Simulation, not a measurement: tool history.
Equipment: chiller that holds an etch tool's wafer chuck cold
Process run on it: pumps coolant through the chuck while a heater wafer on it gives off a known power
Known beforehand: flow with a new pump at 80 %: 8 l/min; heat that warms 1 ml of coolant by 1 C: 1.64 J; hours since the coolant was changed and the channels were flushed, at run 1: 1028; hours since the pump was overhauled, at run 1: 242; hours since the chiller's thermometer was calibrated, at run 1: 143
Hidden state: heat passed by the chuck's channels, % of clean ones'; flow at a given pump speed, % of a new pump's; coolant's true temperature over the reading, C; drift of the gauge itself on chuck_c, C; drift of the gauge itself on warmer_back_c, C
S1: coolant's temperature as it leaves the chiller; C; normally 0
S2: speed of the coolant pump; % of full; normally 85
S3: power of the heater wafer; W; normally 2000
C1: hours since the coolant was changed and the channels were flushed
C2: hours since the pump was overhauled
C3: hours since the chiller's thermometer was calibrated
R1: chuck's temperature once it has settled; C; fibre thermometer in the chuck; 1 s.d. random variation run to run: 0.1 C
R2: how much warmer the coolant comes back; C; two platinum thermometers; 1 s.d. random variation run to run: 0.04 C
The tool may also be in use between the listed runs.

Run 1, hour 0: usual settings; C1 1028; C2 242; C3 143. Result: R1 19.5 C, R2 8.56 C.
Run 2, hour 32.6: usual settings but S1 9 C; C1 1061; C2 275; C3 175. Result: R1 28.2 C, R2 8.46 C.
Run 3, hour 76.5: usual settings but S1 9 C; C1 1105; C2 319; C3 219. Result: R1 28.2 C, R2 8.56 C.
Run 4, hour 110.2: usual settings but S1 9 C; C1 1139; C2 352; C3 253. Result: R1 28.2 C, R2 8.63 C.
Run 5, hour 181.3: usual settings but S1 9 C; C1 1210; C2 424; C3 324. Result: R1 28.1 C, R2 8.6 C.
Run 6, hour 228.5: usual settings but S1 9 C; C1 1257; C2 471; C3 371. Result: R1 28.3 C, R2 8.61 C.
Run 7, hour 269.6: usual settings; C1 1298; C2 512; C3 412. Result: R1 19.5 C, R2 8.62 C.
Run 8, hour 319.1: usual settings but S2 82 % of full; C1 1348; C2 561; C3 462. Result: R1 19.9 C, R2 9.02 C.
Run 9, hour 377.7: usual settings but S2 82 % of full; C1 1406; C2 620; C3 520. Result: R1 19.7 C, R2 9 C.
Run 10, hour 431.6: usual settings but S2 82 % of full; C1 1460; C2 674; C3 574. Result: R1 19.7 C, R2 9.03 C.
Run 11, hour 494.4: usual settings; C1 1523; C2 737; C3 637. Result: R1 19.1 C, R2 8.67 C.
Run 12, hour 532: usual settings; C1 1560; C2 774; C3 675. Result: R1 19.4 C, R2 8.68 C.
Run 13, hour 579.2: usual settings but S2 92 % of full; C1 1608; C2 821; C3 722. Result: R1 18.4 C, R2 7.94 C.
Run 14, hour 609.3: usual settings but S2 92 % of full; C1 1638; C2 852; C3 752. Result: R1 18.3 C, R2 7.94 C.
Run 15, hour 681.7: usual settings but S2 72 % of full; C1 1710; C2 924; C3 824. Result: R1 21.8 C, R2 10.42 C.
Run 16, hour 716.8: usual settings but S2 72 % of full; C1 1745; C2 959; C3 859. Result: R1 21.6 C, R2 10.32 C.
Run 17, hour 756.2: usual settings but S2 72 % of full; C1 1785; C2 998; C3 899. Result: R1 21.5 C, R2 10.38 C.
Run 18, hour 791.7: usual settings but S1 5 C, S2 69 % of full, S3 2544 W; C1 1820; C2 1034; C3 934. Result: R1 33.2 C, R2 14 C.
Run 19, hour 853.6: usual settings but S3 1212 W; C1 1882; C2 1096; C3 996. Result: R1 11.6 C, R2 5.37 C.
Run 20, hour 919: usual settings but S3 1212 W; C1 1947; C2 1161; C3 1062. Result: R1 11.9 C, R2 5.36 C.
Run 21, hour 954.5: usual settings but S3 1212 W; C1 1983; C2 1197; C3 1097. Result: R1 11.6 C, R2 5.4 C.
Run 22, hour 1025.3: usual settings but S3 1212 W; C1 2054; C2 1268; C3 1168. Result: R1 11.6 C, R2 5.38 C.
Run 23, hour 1082.2: usual settings but S1 -4 C, S2 71 % of full, S3 2086 W; C1 2111; C2 1324; C3 1225. Result: R1 18.8 C, R2 11.15 C.
Run 24, hour 1116.4: usual settings but S1 6 C, S2 76 % of full; C1 2145; C2 1359; C3 1259. Result: R1 26.6 C, R2 9.93 C.
Run 25, hour 1158.8: usual settings but S1 -5 C, S3 2043 W; C1 2187; C2 1401; C3 1302. Result: R1 14.8 C, R2 8.92 C.
Run 26, hour 1195.3: usual settings but S1 -9 C, S2 71 % of full, S3 2736 W; C1 2224; C2 1437; C3 1338. Result: R1 21 C, R2 14.61 C.
Run 27, hour 1237.8: usual settings but S1 -8 C, S2 67 % of full, S3 1134 W; C1 2266; C2 1480; C3 1381. Result: R1 5 C, R2 6.53 C.
Run 28, hour 1280.4: usual settings but S1 -8 C, S2 67 % of full, S3 1499 W; C1 2309; C2 1523; C3 1423. Result: R1 9.1 C, R2 8.61 C.
Run 29, hour 1347.5: usual settings but S1 -8 C, S2 67 % of full, S3 1499 W; C1 2376; C2 1590; C3 1490. Result: R1 8.8 C, R2 8.66 C.
Run 30, hour 1382.9: usual settings but S1 -7 C, S2 77 % of full, S3 1857 W; C1 2411; C2 1625; C3 1526. Result: R1 12 C, R2 9.23 C.
Run 31, hour 1436.7: usual settings but S1 -7 C, S2 77 % of full, S3 1857 W; C1 2465; C2 1679; C3 1579. Result: R1 12.1 C, R2 9.14 C.

Measured less the same run without the tool's hidden state. The same run-to-run variation is in both; the gauge's scatter may not be:
run     R2
  1  +0.01
  2  +0.01
  3  +0.02
  4  +0.02
  5  +0.04
  6  +0.05
  7  +0.05
  8  +0.06
  9  +0.07
 10  +0.08
 11   +0.1
 12   +0.1
 13  +0.11
 14  +0.11
 15  +0.13
 16  +0.14
 17  +0.15
 18  +0.16
 19  +0.16
 20  +0.18
 21  +0.19
 22  +0.19
 23  +0.21
 24  +0.22
 25  +0.22
 26  +0.23
 27  +0.24
 28  +0.25
 29  +0.26
 30  +0.27
 31  +0.27
R1: within 0.1 C of the measured result in every run.

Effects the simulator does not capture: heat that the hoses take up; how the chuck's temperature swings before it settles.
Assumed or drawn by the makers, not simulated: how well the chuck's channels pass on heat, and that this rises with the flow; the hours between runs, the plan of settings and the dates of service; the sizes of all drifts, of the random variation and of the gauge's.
